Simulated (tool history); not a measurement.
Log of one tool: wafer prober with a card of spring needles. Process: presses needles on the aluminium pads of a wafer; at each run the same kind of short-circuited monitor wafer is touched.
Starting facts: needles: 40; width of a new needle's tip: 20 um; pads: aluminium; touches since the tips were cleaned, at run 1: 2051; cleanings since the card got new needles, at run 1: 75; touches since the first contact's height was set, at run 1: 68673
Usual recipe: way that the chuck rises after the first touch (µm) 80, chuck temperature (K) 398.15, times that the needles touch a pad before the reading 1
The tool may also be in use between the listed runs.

run   hour  way that the chuck rises after the first touch (µm)  chuck temperature (K)  times that the needles touch a pad before the reading  touches since the tips were cleaned  cleanings since the card got new needles  touches since the first contact's height was set  resistance of one needle with its contact and lead (mohm)  way that a needle slides on the pad (µm)
  1    0.0                                                   80                 398.15                                                      1                                 2051                                        75                                             68673                                                        197                                     11.96
      12.9  -- tips cleaned on abrasive film
      29.9  -- tips cleaned on abrasive film
  2   41.6                                                   80                 398.15                                                      1                                 5719                                        77                                             88889                                                        206                                     11.94
      46.5  -- tips cleaned on abrasive film
      61.8  -- tips cleaned on abrasive film
      75.4  -- height of the first contact set anew
      77.6  -- tips cleaned on abrasive film
  3   80.4                                                   80                 398.15                                                      1                                 1394                                        80                                              2413                                                        192                                     12.01
      93.2  -- tips cleaned on abrasive film
     108.3  -- tips cleaned on abrasive film
  4  114.7                                                   98                 398.15                                                      1                                 3138                                        82                                             19070                                                        189                                     14.71
     124.4  -- tips cleaned on abrasive film
  5  133.6                                                   80                 398.15                                                      1                                 4507                                        83                                             28240                                                        201                                     11.98
     140.9  -- tips cleaned on abrasive film
     155.5  -- tips cleaned on abrasive film
  6  167.8                                                   80                 398.15                                                      1                                 5970                                        85                                             44809                                                        206                                     11.98
     171.3  -- tips cleaned on abrasive film
     188.9  -- tips cleaned on abrasive film
  7  189.9                                                   80                 363.15                                                      1                                  526                                        87                                             55522                                                        171                                     11.96
     205.8  -- tips cleaned on abrasive film
     221.4  -- tips cleaned on abrasive film
  8  230.7                                                   80                 339.15                                                      1                                 4534                                        89                                             75298                                                        196                                     11.94
     237.1  -- tips cleaned on abrasive film
     254.2  -- tips cleaned on abrasive film
     269.4  -- tips cleaned on abrasive film
  9  270.6                                                   80                 340.15                                                      1                                  563                                        92                                             94639                                                        172                                     11.91
     284.1  -- tips cleaned on abrasive film
     292.8  -- height of the first contact set anew
 10  296.9                                                   80                 340.15                                                      1                                 6091                                        93                                              2031                                                        200                                     12.00
     299.5  -- tips cleaned on abrasive film
     315.3  -- tips cleaned on abrasive film
 11  318.1                                                   80                 340.15                                                      1                                 1353                                        95                                             12261                                                        180                                     12.00
     331.2  -- tips cleaned on abrasive film
     346.5  -- tips cleaned on abrasive film
 12  348.3                                                   80                 342.15                                                      1                                  873                                        97                                             26926                                                        179                                     11.98
     361.7  -- tips cleaned on abrasive film
     377.0  -- tips cleaned on abrasive film
 13  387.8                                                   80                 342.15                                                      1                                 5277                                        99                                             46111                                                        202                                     11.98
     394.1  -- tips cleaned on abrasive film
     408.8  -- tips cleaned on abrasive film
 14  422.5                                                   80                 342.15                                                      1                                 6662                                       101                                             62908                                                        202                                     11.95
     426.0  -- tips cleaned on abrasive film
     440.7  -- tips cleaned on abrasive film
 15  451.2                                                   80                 342.15                                                      1                                 5149                                       103                                             76859                                                        195                                     11.95
     457.7  -- tips cleaned on abrasive film
     473.7  -- tips cleaned on abrasive film
 16  483.9                                                   68                 321.15                                                      1                                 5002                                       105                                             92714                                                        208                                     10.12
     489.2  -- tips cleaned on abrasive film
     505.8  -- tips cleaned on abrasive film
     508.6  -- height of the first contact set anew
     523.3  -- tips cleaned on abrasive film
 17  523.7                                                   68                 321.15                                                      1                                  188                                       108                                              7335                                                        166                                     10.23
     539.9  -- tips cleaned on abrasive film
 18  543.4                                                   84                 298.15                                                      1                                 1701                                       109                                             16896                                                        172                                     12.60
     556.3  -- tips cleaned on abrasive film
 19  565.9                                                   61                 304.15                                                      2                                 4663                                       110                                             27792                                                        192                                      9.14
     571.3  -- tips cleaned on abrasive film
     587.4  -- tips cleaned on abrasive film
     602.5  -- tips cleaned on abrasive film
 20  602.5                                                   61                 304.15                                                      2                                    0                                       113                                             45532                                                        164                                      9.12
     619.0  -- tips cleaned on abrasive film
 21  625.2                                                   61                 304.15                                                      2                                 3025                                       114                                             56582                                                        190                                      9.12
     635.6  -- tips cleaned on abrasive film
     650.8  -- tips cleaned on abrasive film
 22  650.8                                                   66                 349.15                                                      2                                    0                                       116                                             68969                                                        170                                      9.86
     665.7  -- tips cleaned on abrasive film
 23  671.0                                                   89                 398.15                                                      2                                 2587                                       117                                             78773                                                        183                                     13.31
     680.5  -- tips cleaned on abrasive film
     697.3  -- tips cleaned on abrasive film
 24  698.6                                                   98                 398.15                                                      2                                  629                                       119                                             92129                                                        174                                     14.64
     713.9  -- tips cleaned on abrasive film
     724.0  -- height of the first contact set anew
 25  727.2                                                   98                 377.15                                                      1                                 6331                                       120                                              1571                                                        193                                     14.73
     729.7  -- tips cleaned on abrasive film
     745.2  -- tips cleaned on abrasive film
 26  750.6                                                   72                 398.15                                                      1                                 2598                                       122                                             12882                                                        205                                     10.80
     761.2  -- tips cleaned on abrasive film
     777.7  -- tips cleaned on abrasive film
 27  781.4                                                   75                 321.15                                                      1                                 1803                                       124                                             27847                                                        187                                     11.24
     793.5  -- tips cleaned on abrasive film
     811.2  -- tips cleaned on abrasive film
 28  812.6                                                   75                 321.15                                                      1                                  661                                       126                                             42953                                                        174                                     11.21
     827.4  -- tips cleaned on abrasive film
     844.0  -- tips cleaned on abrasive film
 29  846.7                                                   75                 321.15                                                      1                                 1338                                       128                                             59506                                                        181                                     11.21

Consider 3 possible next runs. They are alternatives, not a sequence: every one starts from the tool as it was left by run 29. What does each give?
     859.8  -- tips cleaned on abrasive film
     875.8  -- tips cleaned on abrasive film
  A  879.0                                                   80                 316.15                                                      3                                 1562                                       130                                             75149                                                          ?                                         ?
     859.8  -- tips cleaned on abrasive film
     875.8  -- tips cleaned on abrasive film
  B  879.0                                                   82                 321.15                                                      1                                 1562                                       130                                             75149                                                          ?                                         ?
     859.8  -- tips cleaned on abrasive film
     875.8  -- tips cleaned on abrasive film
  C  879.0                                                   97                 319.15                                                      1                                 1562                                       130                                             75149                                                          ?                                         ?

run  resistance of one needle with its contact and lead (mohm)  way that a needle slides on the pad (µm)
  A                                                        167                                     11.95
  B                                                        179                                     12.27
  C                                                        173                                     14.51
Take away the tool's hidden state, keep each run's random variation, and the runs would have read:
run  resistance of one needle with its contact and lead (mohm)  way that a needle slides on the pad (µm)
  A                                                        158                                     12.02
  B                                                        156                                     12.33
  C                                                        156                                     14.57
